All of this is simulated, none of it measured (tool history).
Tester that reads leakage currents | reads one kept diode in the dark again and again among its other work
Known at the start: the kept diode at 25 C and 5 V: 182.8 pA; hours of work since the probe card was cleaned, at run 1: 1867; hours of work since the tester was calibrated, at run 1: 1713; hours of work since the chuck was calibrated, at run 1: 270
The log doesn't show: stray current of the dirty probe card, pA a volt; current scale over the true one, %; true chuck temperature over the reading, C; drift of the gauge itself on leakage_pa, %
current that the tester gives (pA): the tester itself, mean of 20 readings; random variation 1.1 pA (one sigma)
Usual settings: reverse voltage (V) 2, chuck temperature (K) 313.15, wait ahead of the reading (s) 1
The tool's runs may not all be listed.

run,hour,reverse voltage (V),chuck temperature (K),wait ahead of the reading (s),hours of work since the probe card was cleaned,hours of work since the tester was calibrated,hours of work since the chuck was calibrated,current that the tester gives (pA)
1,0,2,313.15,1,1867,1713,270,352.26
2,156.1,1.97,313.15,1,1961,1807,364,348.24
3,244.9,1.97,313.15,1,2014,1861,417,349.52
# hour 430.9: chuck's temperature calibrated
4,430.9,2,313.15,1,2125,1971,0,363
5,564,2,313.15,1,2205,2051,80,361.18
6,752.2,12.16,313.15,1,2318,2164,193,750.59
7,895.3,12.16,313.15,1,2404,2250,279,743.07
8,975.3,12.16,313.15,1,2452,2298,327,742.25
# hour 1073: probe card cleaned and baked
9,1128.4,12.16,313.15,1,33,2388,417,718.29
10,1282.5,12.16,313.15,1,126,2481,510,713.77
# hour 1323.5: chuck's temperature calibrated
11,1419.6,12.16,313.15,1,207,2562,58,743.6
12,1526.1,2,295.15,1,271,2626,122,103.31
# hour 1599.3: tester calibrated
13,1612.3,5.52,313.15,1,322,8,172,524.62
14,1762.8,5.52,313.15,1,412,98,263,520.46
15,1929.7,5.52,313.15,0.63,512,199,363,516.12
16,2061.8,2,313.15,1,592,278,442,342.58
17,2151.9,2,313.15,1,646,332,497,338.47
# hour 2212.8: chuck's temperature calibrated
18,2265,2,313.15,1,713,399,31,355.48
19,2444.7,1.03,313.15,1,821,507,139,272.23
20,2610.3,6.22,310.15,6.84,920,606,239,452.73
21,2699.6,10.43,309.15,6.84,974,660,293,523.42
22,2830.6,16.6,313.15,0.49,1053,739,371,816.64
23,2976.2,14.94,297.15,0.54,1140,826,459,265.36
# hour 3092.6: chuck's temperature calibrated
24,3094.4,15.71,308.15,1,1210,896,1,600.77
25,3222.1,15.71,308.15,1,1287,973,78,597.57
26,3357.2,2,294.15,2.94,1368,1054,159,96.39
27,3445.8,1.14,294.15,2.37,1421,1107,212,76.05
28,3574.4,1.14,294.15,2.37,1498,1184,290,75.58
29,3750.4,2,313.15,9.23,1604,1290,395,349.83
30,3879.5,9.44,313.15,1,1682,1368,473,652.02
# hour 3982.8: chuck's temperature calibrated
31,4007.5,9.44,313.15,1,1757,1444,15,687.41
32,4184.5,1.5,332.15,0.72,1864,1550,121,1035.07
33,4307.6,6.58,296.15,1,1938,1624,195,184.88
34,4389.8,6.58,296.15,1,1987,1673,245,183.93
35,4491.8,5.26,313.15,2.35,2048,1735,306,527.25
36,4650.2,5.26,313.15,2.35,2144,1830,401,520.41
37,4836.1,9.76,312.15,0.68,2255,1941,513,623.6
# hour 4869.2: chuck's temperature calibrated
38,5026.4,9.76,312.15,0.68,2368,2055,94,650.09

Forecast each of these 4 alternatives for the next run:
A,5103.8,9.76,301.15,1.64,2415,2101,141,?
B,5103.8,2,302.15,7.32,2415,2101,141,?
C,5103.8,12.62,313.15,1,2415,2101,141,?
D,5103.8,1.48,308.15,3.54,2415,2101,141,?

run,current that the tester gives (pA)
A,314.21
B,173.34
C,768.15
D,231.27
Without the tool's hidden state the same runs would have given:
run,current that the tester gives (pA)
A,296.8
B,168.35
C,740.56
D,226.16

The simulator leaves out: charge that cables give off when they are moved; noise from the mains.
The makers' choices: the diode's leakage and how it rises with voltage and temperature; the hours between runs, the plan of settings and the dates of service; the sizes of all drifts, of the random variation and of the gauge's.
